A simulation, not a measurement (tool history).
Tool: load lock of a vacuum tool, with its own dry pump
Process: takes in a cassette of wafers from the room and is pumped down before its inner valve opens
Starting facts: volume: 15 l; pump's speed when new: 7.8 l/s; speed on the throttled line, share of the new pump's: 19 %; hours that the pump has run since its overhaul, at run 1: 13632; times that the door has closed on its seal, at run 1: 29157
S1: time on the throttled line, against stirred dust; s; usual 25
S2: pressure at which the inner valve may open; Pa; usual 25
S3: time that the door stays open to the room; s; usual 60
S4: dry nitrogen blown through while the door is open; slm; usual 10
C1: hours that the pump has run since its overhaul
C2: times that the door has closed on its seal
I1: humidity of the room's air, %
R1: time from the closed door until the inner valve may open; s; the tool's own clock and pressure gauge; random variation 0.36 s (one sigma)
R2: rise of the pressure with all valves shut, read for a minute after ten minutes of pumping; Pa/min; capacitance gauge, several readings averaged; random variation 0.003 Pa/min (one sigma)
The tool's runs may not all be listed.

Run 1, hour 0: usual settings; C1 13632; C2 29157; I1 47. Result: R1 37.8 s, R2 0.197 Pa/min.
Run 2, hour 646.6: usual settings; C1 14279; C2 31270; I1 44.9. Result: R1 38 s, R2 0.221 Pa/min.
Run 3, hour 1284.3: usual settings; C1 14916; C2 33354; I1 45.4. Result: R1 38.5 s, R2 0.232 Pa/min.
Run 4, hour 1961.1: usual settings; C1 15593; C2 35565; I1 46.3. Result: R1 37.5 s, R2 0.259 Pa/min.
Run 5, hour 2307: usual settings; C1 15939; C2 36696; I1 43.8. Result: R1 38.4 s, R2 0.264 Pa/min.
Run 6, hour 2768.9: usual settings; C1 16401; C2 38205; I1 46. Result: R1 38.6 s, R2 0.275 Pa/min.
Run 7, hour 3154.7: usual settings; C1 16787; C2 39466; I1 43.7. Result: R1 38.5 s, R2 0.286 Pa/min.
Run 8, hour 3716.1: usual settings; C1 17348; C2 41301; I1 42. Result: R1 38 s, R2 0.304 Pa/min.
Run 9, hour 3991.3: usual settings; C1 17623; C2 42200; I1 43.5. Result: R1 38.6 s, R2 0.309 Pa/min.
Run 10, hour 4589.3: usual settings; C1 18221; C2 44154; I1 47. Result: R1 39.3 s, R2 0.339 Pa/min.
Run 11, hour 4874.2: usual settings; C1 18506; C2 45085; I1 44.4. Result: R1 39.2 s, R2 0.347 Pa/min.
Run 12, hour 5271.1: usual settings; C1 18903; C2 46382; I1 43.4. Result: R1 39.2 s, R2 0.359 Pa/min.
At hour 5667.1: door's seal changed, seat wiped.
Run 13, hour 5804.8: usual settings but S4 9 slm; C1 19435; C2 450; I1 45. Result: R1 39.1 s, R2 0.043 Pa/min.
Run 14, hour 6247.3: usual settings but S4 38 slm; C1 19878; C2 1896; I1 40.4. Result: R1 38.9 s, R2 0.029 Pa/min.
Run 15, hour 6616.5: usual settings but S1 26 s, S3 80 s; C1 20247; C2 3103; I1 47.4. Result: R1 39.8 s, R2 0.065 Pa/min.
Run 16, hour 7152.3: usual settings but S1 22 s, S2 35 Pa, S3 80 s, S4 40 slm; C1 20783; C2 4854; I1 48.7. Result: R1 35.5 s, R2 0.041 Pa/min.
Run 17, hour 7774: usual settings but S1 29 s, S3 144 s; C1 21404; C2 6885; I1 47.4. Result: R1 42.2 s, R2 0.095 Pa/min.

Run 18, settings as shown, results not yet in. Your forecast:
Run 18, hour 8454.8: usual settings but S1 47 s, S2 19 Pa, S3 144 s, S4 9 slm; C1 22085; C2 9110; I1 46.9. Result: R1 ?, R2 ?.

R1: 56.7 s
R2: 0.111 Pa/min
Had the tool carried no hidden state, the very same run would have given R1 54.5 s, R2 0.085 Pa/min.
